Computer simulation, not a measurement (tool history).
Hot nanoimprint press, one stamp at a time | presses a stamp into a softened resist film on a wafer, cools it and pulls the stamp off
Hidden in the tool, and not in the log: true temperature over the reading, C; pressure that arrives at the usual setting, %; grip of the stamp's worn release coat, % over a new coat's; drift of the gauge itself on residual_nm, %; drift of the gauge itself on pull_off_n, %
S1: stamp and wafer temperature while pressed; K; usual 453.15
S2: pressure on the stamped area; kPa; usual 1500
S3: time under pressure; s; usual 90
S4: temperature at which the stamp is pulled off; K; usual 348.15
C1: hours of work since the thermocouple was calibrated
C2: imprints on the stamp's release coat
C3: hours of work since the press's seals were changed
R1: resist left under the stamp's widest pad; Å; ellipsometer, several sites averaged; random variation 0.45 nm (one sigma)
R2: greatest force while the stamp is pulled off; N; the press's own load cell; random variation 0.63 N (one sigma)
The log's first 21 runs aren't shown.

run   hour      S1    S2   S3      S4   C1   C2    C3    R1     R2
 22  526.6  448.15  1950   90  338.15   14  435   946  1413  230.0
     566.0  -- stamp cleaned and given a new release coat
 23  566.0  455.15  1310   90  338.15   38    0   970  1231  223.9
 24  587.9  456.15  1580   70  335.15   54   80   986  1226  229.3
 25  620.9  456.15  1580   70  335.15   77  201  1009  1224  232.6
 26  649.7  453.15  1890   89  340.15   98  307  1030  1187  224.9
 27  671.6  451.15  1500  116  336.15  114  387  1046  1268  233.2
 28  687.7  451.15  1500  116  336.15  125  446  1057  1263  234.8
     722.6  -- stamp cleaned and given a new release coat
 29  726.8  451.15  1500  116  336.15  149   15  1081  1275  226.3
 30  741.6  453.15  1500   58  345.15  159   69  1091  1506  211.6
 31  769.7  453.15  1080   49  345.15  180  172  1112  1726  213.3

3 ways to go on from here, each from the tool as it stands after run 31. What would each give?
  A  803.2  453.15  1080   45  344.15  204  295  1135   ?   ?
  B  803.2  449.15  1080  151  342.15  204  295  1135   ?   ?
  C  803.2  446.15  1080   65  345.15  204  295  1135   ?   ?

run    R1     R2
  A  1753  218.4
  B  1420  220.7
  C  1941  215.3
Without the tool's hidden state the same runs would have given:
run    R1     R2
  A  1698  212.7
  B  1358  214.9
  C  1889  209.7

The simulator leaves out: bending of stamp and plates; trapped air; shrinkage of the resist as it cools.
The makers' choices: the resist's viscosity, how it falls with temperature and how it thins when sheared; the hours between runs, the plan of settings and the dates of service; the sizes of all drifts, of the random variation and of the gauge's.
